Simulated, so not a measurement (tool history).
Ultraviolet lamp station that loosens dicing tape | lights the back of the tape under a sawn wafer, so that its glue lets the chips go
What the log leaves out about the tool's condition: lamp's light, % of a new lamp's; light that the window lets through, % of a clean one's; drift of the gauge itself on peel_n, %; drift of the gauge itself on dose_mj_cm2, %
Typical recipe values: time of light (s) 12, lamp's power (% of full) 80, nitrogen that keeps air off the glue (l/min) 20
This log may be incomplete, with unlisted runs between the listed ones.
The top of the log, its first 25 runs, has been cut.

run,day,time of light (s),lamp's power (% of full),nitrogen that keeps air off the glue (l/min),hours of work of the lamp,hours of work since the window was cleaned,force that peels the tape off (N),light that reached the tape (mJ/cm²)
26,23.6,12,70,9,975,127,1.987,276
27,24.346,19,80,20,986,139,0.351,501
28,25.433,9,63,20,1003,155,2.415,178
29,26.238,9,85,20,1015,168,1.554,247
30,26.821,9,94,20,1024,176,1.321,273
31,27.867,9,94,20,1040,192,1.361,269
32,29.238,18,66,27,1061,213,0.555,381
33,30.033,8,68,27,1073,226,2.204,174
34,30.862,14,92,15,1086,238,0.729,404
35,31.821,14,92,15,1101,253,0.735,401
36,32.654,7,69,20,1113,266,2.862,149
37,33.562,17,69,34,1127,280,0.506,367
38,34.45,17,82,11,1141,293,0.802,437
39,35.825,12,65,20,1162,314,1.634,242

Each row is a separate what-if for the run after 39, all from the same tool condition, not one after another. Results?
A,36.95,7,70,20,1179,332,?,?
B,36.95,12,80,10,1179,332,?,?
C,36.95,14,80,25,1179,332,?,?
D,36.95,9,68,13,1179,332,?,?

run,force that peels the tape off (N),light that reached the tape (mJ/cm²)
A,2.931,152
B,1.817,296
C,0.71,343
D,2.719,184
With the hidden condition removed and each run's random variation left untouched, the same runs would have given:
run,force that peels the tape off (N),light that reached the tape (mJ/cm²)
A,2.158,198
B,1.165,387
C,0.378,449
D,1.965,242

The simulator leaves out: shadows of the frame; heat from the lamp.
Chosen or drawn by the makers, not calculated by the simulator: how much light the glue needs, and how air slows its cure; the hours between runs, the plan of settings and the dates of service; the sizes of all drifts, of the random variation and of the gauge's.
